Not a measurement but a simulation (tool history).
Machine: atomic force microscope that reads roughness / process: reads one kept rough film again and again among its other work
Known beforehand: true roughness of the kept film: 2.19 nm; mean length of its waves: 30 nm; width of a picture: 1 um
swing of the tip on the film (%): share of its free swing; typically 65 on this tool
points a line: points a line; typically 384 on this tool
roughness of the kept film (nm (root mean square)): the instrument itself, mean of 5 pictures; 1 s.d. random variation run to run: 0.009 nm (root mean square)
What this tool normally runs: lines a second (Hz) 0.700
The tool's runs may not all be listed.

run    hour  lines a second (Hz)  swing of the tip on the film (%)  points a line  roughness of the kept film (nm (root mean square))
  1     0.0                0.700                                65            384                                               1.881
       12.2  -- new tip fitted
  2    35.9                0.700                                65            384                                               1.971
  3    75.1                1.566                                65            384                                               1.882
  4   114.0                1.566                                65            294                                               1.818
      117.1  -- new tip fitted
  5   149.4                0.700                                65            384                                               1.950
  6   183.4                0.700                                65            384                                               1.918
  7   212.8                0.700                                65            384                                               1.863
      220.7  -- new tip fitted
  8   252.5                0.700                                65            384                                               1.954
  9   288.8                0.700                                65            384                                               1.899
      324.0  -- new tip fitted
 10   324.0                0.700                                65            384                                               2.007
 11   362.7                0.700                                65            384                                               1.955
 12   395.3                0.700                                62            384                                               1.901
 13   423.0                0.700                                62            384                                               1.864
      428.5  -- new tip fitted
 14   451.3                0.700                                62            384                                               1.959
 15   473.1                0.700                                62            384                                               1.931
 16   513.0                0.793                                62            384                                               1.879
      532.4  -- new tip fitted
 17   548.6                0.700                                71            384                                               1.975
 18   590.3                0.700                                71            384                                               1.917
 19   632.9                0.700                                71            384                                               1.842
      637.1  -- new tip fitted
 20   671.0                0.700                                71            384                                               1.954
 21   692.2                0.700                                71            384                                               1.916
 22   716.6                0.700                                71            384                                               1.883
      741.4  -- new tip fitted
 23   746.2                0.604                                65            456                                               2.009
 24   778.5                0.604                                65            456                                               1.963
 25   798.9                0.700                                88            320                                               1.869
 26   836.8                0.700                                62            814                                               1.879
      845.9  -- new tip fitted
 27   872.8                0.977                                58            383                                               1.950
 28   897.2                0.977                                58            383                                               1.924
 29   915.9                0.977                                58            383                                               1.904
 30   939.5                0.977                                58            383                                               1.870
      950.7  -- new tip fitted
 31   973.3                2.445                                83            325                                               1.794
 32  1001.6                3.737                                76            384                                               1.764
 33  1028.1                3.704                                78            835                                               1.704
     1055.9  -- new tip fitted
 34  1067.1                0.700                                70            384                                               1.983
 35  1088.3                0.700                                56            300                                               1.964
 36  1124.3                0.700                                71            566                                               1.916
 37  1154.9                0.700                                71            566                                               1.856
     1158.8  -- new tip fitted
 38  1193.6                0.700                                71            566                                               1.945
 39  1222.4                0.700                                71            566                                               1.902
 40  1253.9                1.557                                64            452                                               1.854
     1263.3  -- new tip fitted
 41  1276.4                1.893                                62            286                                               1.930
 42  1315.1                0.676                                86            286                                               1.871

For run 43, what comes out?
 43  1346.8                0.965                                84            683                                                   ?

Run 43 yielded roughness of the kept film (nm (root mean square)) 1.817.
The same run, on a tool lacking any hidden state, would have yielded roughness of the kept film (nm (root mean square)) 1.954.
